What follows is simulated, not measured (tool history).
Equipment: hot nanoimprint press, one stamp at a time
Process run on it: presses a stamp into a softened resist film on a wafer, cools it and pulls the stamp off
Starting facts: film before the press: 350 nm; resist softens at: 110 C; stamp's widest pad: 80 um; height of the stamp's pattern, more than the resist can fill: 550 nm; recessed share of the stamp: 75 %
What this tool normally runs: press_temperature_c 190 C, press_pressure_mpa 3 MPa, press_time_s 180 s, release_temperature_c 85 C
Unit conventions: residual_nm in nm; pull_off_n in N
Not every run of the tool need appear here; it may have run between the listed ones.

{"run": 1, "hour": 0.0, "press_temperature_c": 190, "press_pressure_mpa": 3, "press_time_s": 180, "release_temperature_c": 85, "residual_nm": 210.3, "pull_off_n": 145}
{"run": 2, "hour": 36.3, "press_temperature_c": 190, "press_pressure_mpa": 3, "press_time_s": 180, "release_temperature_c": 85, "residual_nm": 210.8, "pull_off_n": 141}
{"run": 3, "hour": 54.3, "press_temperature_c": 190, "press_pressure_mpa": 3, "press_time_s": 180, "release_temperature_c": 85, "residual_nm": 210.2, "pull_off_n": 147}
{"run": 4, "hour": 70.4, "press_temperature_c": 190, "press_pressure_mpa": 3, "press_time_s": 180, "release_temperature_c": 85, "residual_nm": 212.4, "pull_off_n": 151}
{"run": 5, "hour": 92.6, "press_temperature_c": 190, "press_pressure_mpa": 3, "press_time_s": 180, "release_temperature_c": 85, "residual_nm": 214, "pull_off_n": 145}
{"run": 6, "hour": 129.4, "press_temperature_c": 182, "press_pressure_mpa": 3, "press_time_s": 180, "release_temperature_c": 85, "residual_nm": 272.4, "pull_off_n": 154}
{"run": 7, "hour": 145.0, "press_temperature_c": 182, "press_pressure_mpa": 3, "press_time_s": 180, "release_temperature_c": 85, "residual_nm": 277.4, "pull_off_n": 155}
{"run": 8, "hour": 166.3, "press_temperature_c": 182, "press_pressure_mpa": 3, "press_time_s": 180, "release_temperature_c": 85, "residual_nm": 273.4, "pull_off_n": 161}
{"run": 9, "hour": 187.1, "press_temperature_c": 182, "press_pressure_mpa": 3, "press_time_s": 180, "release_temperature_c": 85, "residual_nm": 273.6, "pull_off_n": 157}
{"run": 10, "hour": 219.3, "press_temperature_c": 190, "press_pressure_mpa": 1.95, "press_time_s": 180, "release_temperature_c": 85, "residual_nm": 256.1, "pull_off_n": 168}
{"run": 11, "hour": 243.3, "press_temperature_c": 190, "press_pressure_mpa": 1.95, "press_time_s": 180, "release_temperature_c": 85, "residual_nm": 254.8, "pull_off_n": 162}
{"hour": 268.3, "done": "stamp cleaned and given a new release coat"}
{"run": 12, "hour": 271.9, "press_temperature_c": 190, "press_pressure_mpa": 1.95, "press_time_s": 180, "release_temperature_c": 85, "residual_nm": 253.7, "pull_off_n": 127}
{"run": 13, "hour": 300.5, "press_temperature_c": 190, "press_pressure_mpa": 1.95, "press_time_s": 180, "release_temperature_c": 85, "residual_nm": 255, "pull_off_n": 133}
{"run": 14, "hour": 331.7, "press_temperature_c": 190, "press_pressure_mpa": 1.95, "press_time_s": 180, "release_temperature_c": 85, "residual_nm": 255.3, "pull_off_n": 136}
{"run": 15, "hour": 366.1, "press_temperature_c": 190, "press_pressure_mpa": 1.95, "press_time_s": 180, "release_temperature_c": 89, "residual_nm": 255.8, "pull_off_n": 131}

For run 16, what comes out?
{"run": 16, "hour": 398.2, "press_temperature_c": 184, "press_pressure_mpa": 3, "press_time_s": 282, "release_temperature_c": 79, "residual_nm": "?", "pull_off_n": "?"}

{"run 16": {"residual_nm": 240.6, "pull_off_n": 151}}
The same run, on a tool lacking any hidden state, would have yielded residual_nm 223 nm, pull_off_n 136 N.

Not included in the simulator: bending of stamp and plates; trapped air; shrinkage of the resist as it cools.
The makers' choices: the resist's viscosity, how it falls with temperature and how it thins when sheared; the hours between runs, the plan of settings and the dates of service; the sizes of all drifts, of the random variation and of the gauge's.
